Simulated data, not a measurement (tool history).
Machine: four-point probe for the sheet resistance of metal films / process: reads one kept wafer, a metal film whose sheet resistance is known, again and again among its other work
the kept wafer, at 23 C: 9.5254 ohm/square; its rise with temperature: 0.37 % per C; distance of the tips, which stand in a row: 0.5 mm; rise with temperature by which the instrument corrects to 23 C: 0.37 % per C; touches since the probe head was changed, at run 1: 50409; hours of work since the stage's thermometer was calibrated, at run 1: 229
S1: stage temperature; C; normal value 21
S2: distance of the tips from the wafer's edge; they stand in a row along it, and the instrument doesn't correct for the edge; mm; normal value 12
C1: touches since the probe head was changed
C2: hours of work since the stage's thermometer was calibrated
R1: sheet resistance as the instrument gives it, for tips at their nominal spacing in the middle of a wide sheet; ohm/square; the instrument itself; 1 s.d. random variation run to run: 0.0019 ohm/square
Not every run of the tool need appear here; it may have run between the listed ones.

run	hour	S1	S2	C1	C2	R1
1	0.0	21	12	50409	229	9.549232
2	21.5	21	12	51294	240	9.544894
3	32.9	21	12	51765	245	9.548873
4	53.9	21	12	52627	256	9.544786
5	76.4	21	12	53556	267	9.544580
6	92.8	21	12	54232	275	9.544923
7	116.2	31	12	55193	287	9.543916
8	135.2	31	12	55976	296	9.546112
9	145.9	19	17	56416	301	9.540875
10	159.9	19	17	56991	308	9.537810
11	172.9	26	12	57527	315	9.542269
12	193.2	20	22	58363	325	9.534824
13	211.3	29	45	59107	334	9.535493
14	225.1	29	45	59677	341	9.531901

Some steps in R1 between neighbouring runs. How much of each would the tool show without its hidden state too (settings, what came in, random variation), and how much is left for the hidden state, with any gauge scatter that isn't in both results?
What the log doesn't record here: inner tips' distance over the nominal, %; tips' flats over new ones', %; wafer's true temperature over the reading, C; drift of the gauge itself on sheet_ohm, %.
Run 6 -> 7: S1 21 -> 31. R1 -0.001007 ohm/square: hidden state -0.000681, all else -0.000326.
Run 11 -> 12: S1 26 -> 20, S2 12 -> 22. R1 -0.007445 ohm/square: hidden state -0.000552, all else -0.006893.

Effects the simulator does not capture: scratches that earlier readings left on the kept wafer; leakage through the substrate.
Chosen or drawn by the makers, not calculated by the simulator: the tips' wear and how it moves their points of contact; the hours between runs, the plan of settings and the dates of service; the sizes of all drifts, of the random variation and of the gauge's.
